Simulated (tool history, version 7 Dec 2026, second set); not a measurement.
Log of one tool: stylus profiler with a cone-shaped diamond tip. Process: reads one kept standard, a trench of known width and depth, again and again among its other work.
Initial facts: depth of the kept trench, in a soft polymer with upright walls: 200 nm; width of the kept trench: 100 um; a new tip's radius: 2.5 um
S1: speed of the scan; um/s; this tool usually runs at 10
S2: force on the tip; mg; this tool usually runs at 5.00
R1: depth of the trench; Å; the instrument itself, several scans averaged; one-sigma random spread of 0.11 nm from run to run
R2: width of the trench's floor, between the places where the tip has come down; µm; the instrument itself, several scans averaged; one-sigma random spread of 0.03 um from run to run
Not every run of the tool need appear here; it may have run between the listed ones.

run 1 hour=0.0 | S1=10 S2=5.00 | R1=2053.5 R2=97.40
run 2 hour=40.6 | S1=10 S2=5.00 | R1=2053.7 R2=97.35
run 3 hour=110.2 | S1=10 S2=5.00 | R1=2052.2 R2=97.34
run 4 hour=144.5 | S1=10 S2=8.38 | R1=2075.1 R2=97.35
run 5 hour=203.9 | S1=10 S2=5.00 | R1=2051.9 R2=97.28
run 6 hour=266.5 | S1=10 S2=8.19 | R1=2073.1 R2=97.23
run 7 hour=328.8 | S1=10 S2=5.00 | R1=2051.8 R2=97.25
run 8 hour=395.6 | S1=10 S2=5.00 | R1=2053.8 R2=97.22
run 9 hour=437.8 | S1=10 S2=5.00 | R1=2051.3 R2=97.20
run 10 hour=473.0 | S1=10 S2=5.00 | R1=2051.0 R2=97.19
run 11 hour=512.9 | S1=10 S2=5.00 | R1=2050.8 R2=97.16
run 12 hour=583.0 | S1=10 S2=5.00 | R1=2051.3 R2=97.14
run 13 hour=621.1 | S1=10 S2=5.00 | R1=2048.9 R2=97.08
run 14 hour=664.7 | S1=10 S2=5.00 | R1=2053.6 R2=97.09
run 15 hour=718.7 | S1=10 S2=5.00 | R1=2051.8 R2=97.09
run 16 hour=751.8 | S1=10 S2=5.00 | R1=2052.0 R2=97.05
run 17 hour=820.1 | S1=6 S2=5.00 | R1=2052.5 R2=97.01
run 18 hour=865.5 | S1=6 S2=5.00 | R1=2051.6 R2=97.03
run 19 hour=913.5 | S1=6 S2=8.03 | R1=2072.4 R2=97.03
run 20 hour=981.1 | S1=6 S2=8.03 | R1=2073.1 R2=96.99
run 21 hour=1017.5 | S1=6 S2=8.03 | R1=2070.5 R2=96.95
-- hour=1052.3 new tip fitted, height scale calibrated
run 22 hour=1063.6 | S1=6 S2=8.03 | R1=2074.7 R2=98.05
run 23 hour=1124.6 | S1=2 S2=3.16 | R1=2039.4 R2=98.00
run 24 hour=1158.7 | S1=10 S2=6.06 | R1=2060.5 R2=97.97
run 25 hour=1204.2 | S1=9 S2=7.66 | R1=2070.2 R2=97.95
run 26 hour=1253.5 | S1=3 S2=2.23 | R1=2031.6 R2=97.95
run 27 hour=1324.0 | S1=3 S2=2.23 | R1=2031.7 R2=97.85
run 28 hour=1352.9 | S1=6 S2=2.17 | R1=2030.2 R2=97.80
run 29 hour=1410.0 | S1=16 S2=5.44 | R1=2056.5 R2=97.84
run 30 hour=1449.2 | S1=18 S2=2.67 | R1=2034.5 R2=97.80
run 31 hour=1520.4 | S1=18 S2=2.67 | R1=2036.1 R2=97.70
run 32 hour=1586.0 | S1=18 S2=2.67 | R1=2033.4 R2=97.64
run 33 hour=1622.6 | S1=5 S2=8.30 | R1=2074.6 R2=97.76
run 34 hour=1674.7 | S1=3 S2=2.73 | R1=2033.7 R2=97.71
run 35 hour=1739.4 | S1=3 S2=2.73 | R1=2035.8 R2=97.63
run 36 hour=1796.7 | S1=18 S2=9.73 | R1=2084.5 R2=97.63

Same runs, no hidden state in the tool, same run-to-run variation:
Unlogged tool condition in this case: radius of the tip, um; height scale over the true one, %; drift of the gauge itself on depth_nm, %; drift of the gauge itself on floor_um, %.
run=1 R1=2055.6 R2=98.03
run=2 R1=2055.9 R2=98.00
run=3 R1=2054.5 R2=98.02
run=4 R1=2077.5 R2=98.04
run=5 R1=2054.4 R2=98.00
run=6 R1=2075.8 R2=97.98
run=7 R1=2054.5 R2=98.02
run=8 R1=2056.6 R2=98.03
run=9 R1=2054.2 R2=98.03
run=10 R1=2054.0 R2=98.03
run=11 R1=2053.8 R2=98.01
run=12 R1=2054.4 R2=98.02
run=13 R1=2052.1 R2=97.98
run=14 R1=2056.9 R2=98.01
run=15 R1=2055.2 R2=98.03
run=16 R1=2055.5 R2=98.01
run=17 R1=2056.1 R2=97.99
run=18 R1=2055.3 R2=98.03
run=19 R1=2076.2 R2=98.04
run=20 R1=2077.0 R2=98.04
run=21 R1=2074.5 R2=98.01
run=22 R1=2075.6 R2=98.04
run=23 R1=2040.3 R2=98.03
run=24 R1=2061.5 R2=98.02
run=25 R1=2071.3 R2=98.03
run=26 R1=2032.7 R2=98.06
run=27 R1=2032.9 R2=97.99
run=28 R1=2031.5 R2=97.97
run=29 R1=2058.0 R2=98.04
run=30 R1=2036.1 R2=98.02
run=31 R1=2037.7 R2=97.95
run=32 R1=2035.1 R2=97.93
run=33 R1=2076.5 R2=98.07
run=34 R1=2035.6 R2=98.04
run=35 R1=2037.8 R2=98.00
run=36 R1=2086.7 R2=98.02
